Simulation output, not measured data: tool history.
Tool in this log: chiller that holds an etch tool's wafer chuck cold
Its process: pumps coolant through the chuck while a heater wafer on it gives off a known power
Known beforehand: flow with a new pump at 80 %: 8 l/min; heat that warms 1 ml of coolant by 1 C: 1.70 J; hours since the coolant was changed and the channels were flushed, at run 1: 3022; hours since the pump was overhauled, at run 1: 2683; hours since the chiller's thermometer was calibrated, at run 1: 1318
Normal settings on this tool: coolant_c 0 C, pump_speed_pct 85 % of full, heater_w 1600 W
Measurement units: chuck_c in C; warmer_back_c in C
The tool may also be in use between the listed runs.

run,hour,coolant_c,pump_speed_pct,heater_w,hours since the coolant was changed and the channels were flushed,hours since the pump was overhauled,hours since the chiller's thermometer was calibrated,chuck_c,warmer_back_c
1,0.0,0,85,1600,3022,2683,1318,11.69,6.69
2,113.0,-4,85,1600,3135,2796,1431,7.49,6.65
3,197.6,0,63,1600,3220,2881,1515,14.82,8.95
4,266.5,0,85,1600,3289,2949,1584,11.64,6.68
5,391.1,0,85,1600,3413,3074,1709,11.61,6.65
6,452.5,0,85,1600,3475,3135,1770,11.59,6.68
7,568.0,0,64,1688,3590,3251,1886,15.33,9.29
# hour 620.2: coolant changed, channels flushed
8,692.1,-6,85,1971,72,3369,2004,8.24,8.20
9,770.0,0,77,1304,150,3447,2082,10.19,5.94
10,863.4,0,77,1304,243,3540,2175,10.18,5.95
11,991.2,0,77,1304,371,3668,2303,10.17,5.99

Alternative continuations, all from the tool just after run 11; predict every row:
A,1079.3,0,77,2304,459,3756,2391,?,?
B,1079.3,-9,72,2144,459,3756,2391,?,?
C,1079.3,1,85,895,459,3756,2391,?,?
D,1079.3,0,77,1304,459,3756,2391,?,?

run,chuck_c,warmer_back_c
A,18.04,10.55
B,8.72,10.44
C,7.37,3.75
D,10.09,5.94
The same runs, with their run-to-run variation unchanged, on a tool lacking any hidden condition would have given:
run,chuck_c,warmer_back_c
A,18.14,10.55
B,8.82,10.43
C,7.48,3.75
D,10.20,5.94

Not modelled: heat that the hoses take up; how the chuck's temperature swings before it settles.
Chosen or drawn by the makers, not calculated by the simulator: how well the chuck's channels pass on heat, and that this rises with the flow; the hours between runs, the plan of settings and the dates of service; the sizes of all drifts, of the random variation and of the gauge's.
